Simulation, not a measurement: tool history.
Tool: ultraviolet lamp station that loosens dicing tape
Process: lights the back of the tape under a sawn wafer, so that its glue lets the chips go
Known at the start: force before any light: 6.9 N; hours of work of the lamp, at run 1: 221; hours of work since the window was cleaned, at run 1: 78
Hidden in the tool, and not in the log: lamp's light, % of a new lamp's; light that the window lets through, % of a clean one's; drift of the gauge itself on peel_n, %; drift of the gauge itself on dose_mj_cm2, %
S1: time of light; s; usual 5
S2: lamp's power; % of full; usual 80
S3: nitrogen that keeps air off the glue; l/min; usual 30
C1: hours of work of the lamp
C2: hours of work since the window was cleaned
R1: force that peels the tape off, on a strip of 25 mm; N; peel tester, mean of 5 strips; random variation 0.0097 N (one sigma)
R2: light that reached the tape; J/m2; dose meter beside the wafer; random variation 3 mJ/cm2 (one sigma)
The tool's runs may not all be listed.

{"run": 1, "hour": 0.0, "S1": 5, "S2": 80, "S3": 30, "C1": 221, "C2": 78, "R1": 0.526, "R2": 3810}
{"run": 2, "hour": 13.3, "S1": 5, "S2": 80, "S3": 30, "C1": 227, "C2": 85, "R1": 0.523, "R2": 3780}
{"run": 3, "hour": 28.6, "S1": 5, "S2": 90, "S3": 30, "C1": 235, "C2": 92, "R1": 0.44, "R2": 4210}
{"run": 4, "hour": 49.5, "S1": 5, "S2": 90, "S3": 30, "C1": 245, "C2": 102, "R1": 0.448, "R2": 4140}
{"run": 5, "hour": 68.1, "S1": 5, "S2": 90, "S3": 30, "C1": 254, "C2": 111, "R1": 0.46, "R2": 4160}
{"run": 6, "hour": 85.7, "S1": 5, "S2": 90, "S3": 30, "C1": 262, "C2": 120, "R1": 0.466, "R2": 4030}
{"run": 7, "hour": 99.5, "S1": 5, "S2": 90, "S3": 30, "C1": 269, "C2": 126, "R1": 0.485, "R2": 4080}
{"run": 8, "hour": 118.1, "S1": 5, "S2": 90, "S3": 30, "C1": 278, "C2": 135, "R1": 0.492, "R2": 4000}
{"run": 9, "hour": 127.9, "S1": 5, "S2": 90, "S3": 30, "C1": 283, "C2": 140, "R1": 0.492, "R2": 4050}
{"run": 10, "hour": 146.4, "S1": 5, "S2": 90, "S3": 30, "C1": 292, "C2": 149, "R1": 0.51, "R2": 3970}
{"run": 11, "hour": 155.7, "S1": 5, "S2": 80, "S3": 30, "C1": 296, "C2": 153, "R1": 0.603, "R2": 3490}
{"run": 12, "hour": 173.7, "S1": 5, "S2": 80, "S3": 30, "C1": 305, "C2": 162, "R1": 0.627, "R2": 3460}
{"run": 13, "hour": 184.2, "S1": 5, "S2": 80, "S3": 30, "C1": 310, "C2": 167, "R1": 0.636, "R2": 3450}
{"run": 14, "hour": 203.5, "S1": 5, "S2": 80, "S3": 33, "C1": 319, "C2": 176, "R1": 0.607, "R2": 3390}
{"run": 15, "hour": 225.8, "S1": 5, "S2": 80, "S3": 30, "C1": 330, "C2": 187, "R1": 0.658, "R2": 3370}
{"run": 16, "hour": 240.8, "S1": 5, "S2": 80, "S3": 30, "C1": 337, "C2": 194, "R1": 0.682, "R2": 3350}
{"run": 17, "hour": 257.1, "S1": 5, "S2": 80, "S3": 30, "C1": 345, "C2": 202, "R1": 0.663, "R2": 3280}
{"run": 18, "hour": 279.2, "S1": 5, "S2": 80, "S3": 30, "C1": 356, "C2": 213, "R1": 0.716, "R2": 3270}
{"hour": 284.9, "done": "window cleaned of glue's vapour"}
{"run": 19, "hour": 289.1, "S1": 5, "S2": 80, "S3": 30, "C1": 360, "C2": 2, "R1": 0.532, "R2": 3730}
{"run": 20, "hour": 305.6, "S1": 5, "S2": 80, "S3": 30, "C1": 368, "C2": 10, "R1": 0.555, "R2": 3760}
{"run": 21, "hour": 324.5, "S1": 5, "S2": 80, "S3": 30, "C1": 377, "C2": 19, "R1": 0.575, "R2": 3670}
{"run": 22, "hour": 335.1, "S1": 5, "S2": 80, "S3": 30, "C1": 382, "C2": 24, "R1": 0.565, "R2": 3670}
{"run": 23, "hour": 345.7, "S1": 5, "S2": 63, "S3": 30, "C1": 387, "C2": 29, "R1": 0.879, "R2": 2840}

The next listed run, before its measurement:
{"run": 24, "hour": 362.3, "S1": 4, "S2": 80, "S3": 30, "C1": 395, "C2": 37, "R1": "?", "R2": "?"}

R1: 0.866 N
R2: 2870 J/m2
Without the tool's hidden state the same run would have given R1 0.602 N, R2 3540 J/m2.

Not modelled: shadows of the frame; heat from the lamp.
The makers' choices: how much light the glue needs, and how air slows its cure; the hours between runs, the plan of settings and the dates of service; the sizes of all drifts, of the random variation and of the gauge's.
